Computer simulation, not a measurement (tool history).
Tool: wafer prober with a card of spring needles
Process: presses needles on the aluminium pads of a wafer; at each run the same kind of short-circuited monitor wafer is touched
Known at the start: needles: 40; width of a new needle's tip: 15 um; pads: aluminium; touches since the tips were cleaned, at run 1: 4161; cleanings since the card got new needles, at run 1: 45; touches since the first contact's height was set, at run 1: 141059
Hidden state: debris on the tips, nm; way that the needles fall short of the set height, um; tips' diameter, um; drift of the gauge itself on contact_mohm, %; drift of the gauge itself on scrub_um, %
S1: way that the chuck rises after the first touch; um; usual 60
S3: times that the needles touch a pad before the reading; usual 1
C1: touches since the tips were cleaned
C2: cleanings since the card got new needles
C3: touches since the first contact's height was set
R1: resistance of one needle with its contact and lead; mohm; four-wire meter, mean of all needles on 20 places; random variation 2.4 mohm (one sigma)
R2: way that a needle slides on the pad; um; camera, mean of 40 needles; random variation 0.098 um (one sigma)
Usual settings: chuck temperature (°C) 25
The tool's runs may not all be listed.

run 1 hour=0.0 | S1=60 chuck_temperature_(°C)=25 S3=1 | C1=4161 C2=45 C3=141059 | R1=329 R2=12.61
-- hour=13.8 tips cleaned on abrasive film
-- hour=45.1 tips cleaned on abrasive film
run 2 hour=50.4 | S1=60 chuck_temperature_(°C)=25 S3=1 | C1=1102 C2=47 C3=151471 | R1=302 R2=12.65
-- hour=75.5 tips cleaned on abrasive film
-- hour=106.9 tips cleaned on abrasive film
run 3 hour=106.9 | S1=60 chuck_temperature_(°C)=25 S3=1 | C1=0 C2=49 C3=163159 | R1=280 R2=12.53
-- hour=139.4 tips cleaned on abrasive film
-- hour=139.7 height of the first contact set anew
-- hour=171.8 tips cleaned on abrasive film
run 4 hour=174.5 | S1=60 chuck_temperature_(°C)=25 S3=1 | C1=564 C2=51 C3=7203 | R1=293 R2=12.10
-- hour=200.4 tips cleaned on abrasive film
run 5 hour=215.7 | S1=60 chuck_temperature_(°C)=122 S3=1 | C1=3162 C2=52 C3=15734 | R1=355 R2=12.04
-- hour=232.0 tips cleaned on abrasive film
-- hour=265.4 tips cleaned on abrasive film
run 6 hour=274.9 | S1=60 chuck_temperature_(°C)=111 S3=1 | C1=1977 C2=54 C3=27983 | R1=342 R2=12.12
-- hour=298.3 tips cleaned on abrasive film
-- hour=327.7 tips cleaned on abrasive film
-- hour=357.8 tips cleaned on abrasive film
run 7 hour=357.8 | S1=60 chuck_temperature_(°C)=25 S3=1 | C1=0 C2=57 C3=45131 | R1=286 R2=12.18
-- hour=389.5 tips cleaned on abrasive film
-- hour=423.5 tips cleaned on abrasive film
run 8 hour=431.9 | S1=60 chuck_temperature_(°C)=58 S3=1 | C1=1741 C2=59 C3=60459 | R1=327 R2=12.12
-- hour=453.5 tips cleaned on abrasive film
-- hour=473.5 height of the first contact set anew, once more
-- hour=485.4 tips cleaned on abrasive film
run 9 hour=492.3 | S1=60 chuck_temperature_(°C)=58 S3=1 | C1=1438 C2=61 C3=3882 | R1=314 R2=13.02
-- hour=514.8 tips cleaned on abrasive film
-- hour=547.3 tips cleaned on abrasive film
run 10 hour=549.7 | S1=60 chuck_temperature_(°C)=58 S3=1 | C1=490 C2=63 C3=15750 | R1=298 R2=12.89
-- hour=576.9 tips cleaned on abrasive film
-- hour=604.9 tips cleaned on abrasive film
-- hour=635.9 tips cleaned on abrasive film
run 11 hour=639.1 | S1=60 chuck_temperature_(°C)=58 S3=1 | C1=668 C2=66 C3=34247 | R1=301 R2=12.86
-- hour=667.0 tips cleaned on abrasive film
run 12 hour=691.7 | S1=46 chuck_temperature_(°C)=77 S3=1 | C1=5132 C2=67 C3=45145 | R1=415 R2=9.94
-- hour=696.0 tips cleaned on abrasive film
-- hour=724.4 tips cleaned on abrasive film
run 13 hour=745.4 | S1=63 chuck_temperature_(°C)=73 S3=1 | C1=4347 C2=69 C3=56242 | R1=342 R2=13.42
-- hour=758.5 tips cleaned on abrasive film
-- hour=787.2 tips cleaned on abrasive film
run 14 hour=801.1 | S1=64 chuck_temperature_(°C)=73 S3=2 | C1=2884 C2=71 C3=67760 | R1=318 R2=13.68
-- hour=815.8 tips cleaned on abrasive film
-- hour=848.0 tips cleaned on abrasive film
run 15 hour=853.6 | S1=64 chuck_temperature_(°C)=73 S3=2 | C1=1159 C2=73 C3=78625 | R1=308 R2=13.73
-- hour=876.8 tips cleaned on abrasive film
-- hour=906.6 tips cleaned on abrasive film
run 16 hour=924.2 | S1=64 chuck_temperature_(°C)=73 S3=2 | C1=3667 C2=75 C3=93238 | R1=319 R2=13.51
-- hour=935.5 tips cleaned on abrasive film
-- hour=967.8 tips cleaned on abrasive film
run 17 hour=972.5 | S1=64 chuck_temperature_(°C)=47 S3=1 | C1=961 C2=77 C3=103207 | R1=303 R2=13.68
-- hour=998.5 tips cleaned on abrasive film
-- hour=1028.7 tips cleaned on abrasive film
run 18 hour=1039.2 | S1=60 chuck_temperature_(°C)=68 S3=1 | C1=2181 C2=79 C3=117009 | R1=325 R2=12.66
-- hour=1059.8 tips cleaned on abrasive film
-- hour=1089.1 tips cleaned on abrasive film
run 19 hour=1106.3 | S1=60 chuck_temperature_(°C)=120 S3=1 | C1=3559 C2=81 C3=130892 | R1=363 R2=12.61

3 ways to go on from here, each from the tool as it stands after run 19. What would each give?
-- hour=1117.4 tips cleaned on abrasive film
-- hour=1147.7 tips cleaned on abrasive film
run A hour=1168.7 | S1=79 chuck_temperature_(°C)=35 S3=2 | C1=4368 C2=83 C3=143806 | R1=? R2=?
-- hour=1117.4 tips cleaned on abrasive film
-- hour=1147.7 tips cleaned on abrasive film
run B hour=1168.7 | S1=58 chuck_temperature_(°C)=38 S3=3 | C1=4368 C2=83 C3=143806 | R1=? R2=?
-- hour=1117.4 tips cleaned on abrasive film
-- hour=1147.7 tips cleaned on abrasive film
run C hour=1168.7 | S1=44 chuck_temperature_(°C)=122 S3=2 | C1=4368 C2=83 C3=143806 | R1=? R2=?

run=A R1=303 R2=16.77
run=B R1=311 R2=11.97
run=C R1=389 R2=9.08
Without the tool's hidden state the same runs would have given:
run=A R1=273 R2=17.29
run=B R1=277 R2=12.48
run=C R1=311 R2=9.59

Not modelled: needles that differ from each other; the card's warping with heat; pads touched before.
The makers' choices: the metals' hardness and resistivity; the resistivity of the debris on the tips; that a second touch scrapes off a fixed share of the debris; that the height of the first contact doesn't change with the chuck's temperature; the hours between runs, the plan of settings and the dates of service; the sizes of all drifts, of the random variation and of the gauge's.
